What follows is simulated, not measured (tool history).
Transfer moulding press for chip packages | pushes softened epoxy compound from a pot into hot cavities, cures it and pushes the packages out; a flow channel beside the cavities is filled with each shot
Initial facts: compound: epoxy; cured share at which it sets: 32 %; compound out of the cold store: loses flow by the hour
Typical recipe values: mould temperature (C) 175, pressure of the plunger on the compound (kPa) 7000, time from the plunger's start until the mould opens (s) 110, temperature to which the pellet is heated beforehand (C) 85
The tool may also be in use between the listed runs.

| run | hour | mould temperature (C) | pressure of the plunger on the compound (kPa) | time from the plunger's start until the mould opens (s) | temperature to which the pellet is heated beforehand (C) | incoming compound's hours out of the cold store | length that the compound runs in the flow channel (mm) | greatest force on the pins that push the packages out (N) |
|---|---|---|---|---|---|---|---|---|
| 1 | 0 | 175 | 7000 | 110 | 85 | 27.4 | 662 | 385 |
| 2 | 42.7 | 175 | 7000 | 110 | 85 | 20.5 | 673 | 624 |
|  | 51.6 | cavities cleaned with cleaning compound and waxed |
|  | 104.8 | cavities cleaned with cleaning compound and waxed |
| 3 | 104.8 | 175 | 7000 | 110 | 85 | 18 | 679 | 399 |
| 4 | 132.3 | 175 | 7000 | 110 | 85 | 36.8 | 624 | 550 |
|  | 156.9 | cavities cleaned with cleaning compound and waxed |
| 5 | 199 | 175 | 7000 | 110 | 85 | 40.3 | 616 | 593 |
|  | 207.2 | cavities cleaned with cleaning compound and waxed |
|  | 257.5 | cavities cleaned with cleaning compound and waxed |
| 6 | 266.4 | 175 | 7000 | 110 | 85 | 10.7 | 684 | 461 |
|  | 312.5 | cavities cleaned with cleaning compound and waxed |
| 7 | 330.8 | 175 | 7000 | 110 | 85 | 28.3 | 635 | 538 |
|  | 350.3 | plunger's sealing rings changed |
|  | 366.4 | cavities cleaned with cleaning compound and waxed |
| 8 | 373.2 | 175 | 7000 | 110 | 85 | 12.9 | 703 | 451 |
| 9 | 412.1 | 175 | 7000 | 110 | 85 | 15 | 701 | 646 |
|  | 419.6 | cavities cleaned with cleaning compound and waxed |
| 10 | 450.7 | 175 | 7000 | 110 | 85 | 18.1 | 692 | 588 |
|  | 469.8 | cavities cleaned with cleaning compound and waxed |
| 11 | 516.9 | 172 | 7000 | 118 | 85 | 32.6 | 652 | 647 |
|  | 522.2 | cavities cleaned with cleaning compound and waxed |
|  | 568.2 | mould's thermocouples calibrated |
|  | 575.9 | cavities cleaned with cleaning compound and waxed |
| 12 | 587.4 | 174 | 7000 | 118 | 88 | 12.8 | 699 | 417 |
|  | 628.3 | cavities cleaned with cleaning compound and waxed |
| 13 | 628.3 | 174 | 8390 | 102 | 85 | 16.4 | 749 | 477 |
| 14 | 662.9 | 174 | 8030 | 94 | 85 | 17.1 | 727 | 833 |
|  | 678.8 | cavities cleaned with cleaning compound and waxed |
| 15 | 720.3 | 174 | 6350 | 137 | 92 | 37.9 | 588 | 474 |
|  | 729.5 | cavities cleaned with cleaning compound and waxed |
| 16 | 767.9 | 174 | 6350 | 137 | 92 | 40.4 | 581 | 487 |
|  | 780.7 | cavities cleaned with cleaning compound and waxed |
| 17 | 805.9 | 174 | 5800 | 137 | 78 | 14.6 | 612 | 452 |

For some of the steps in length that the compound runs in the flow channel (mm) from one run to the next: how much would appear even if the tool had no hidden state, given the settings, what came in and random variation, and how much remains for the hidden state plus any gauge scatter that the measured result and the result without hidden state don't share?
Hidden conditions of the tool in this case: true mould temperature over the reading, C; pressure that reaches the compound, % of what is set; grip of the stained cavities, % over clean ones'; drift of the gauge itself on flow_mm, %; drift of the gauge itself on push_out_n, %.
Run 7 -> 8: plunger's sealing rings changed, cavities cleaned with cleaning compound and waxed. length that the compound runs in the flow channel (mm) +68: hidden state +29, all else +39.
Run 14 -> 15: pressure of the plunger on the compound (kPa) 8030 -> 6350, time from the plunger's start until the mould opens (s) 94 -> 137, temperature to which the pellet is heated beforehand (C) 85 -> 92, cavities cleaned with cleaning compound and waxed. length that the compound runs in the flow channel (mm) -139: hidden state +1, all else -140.

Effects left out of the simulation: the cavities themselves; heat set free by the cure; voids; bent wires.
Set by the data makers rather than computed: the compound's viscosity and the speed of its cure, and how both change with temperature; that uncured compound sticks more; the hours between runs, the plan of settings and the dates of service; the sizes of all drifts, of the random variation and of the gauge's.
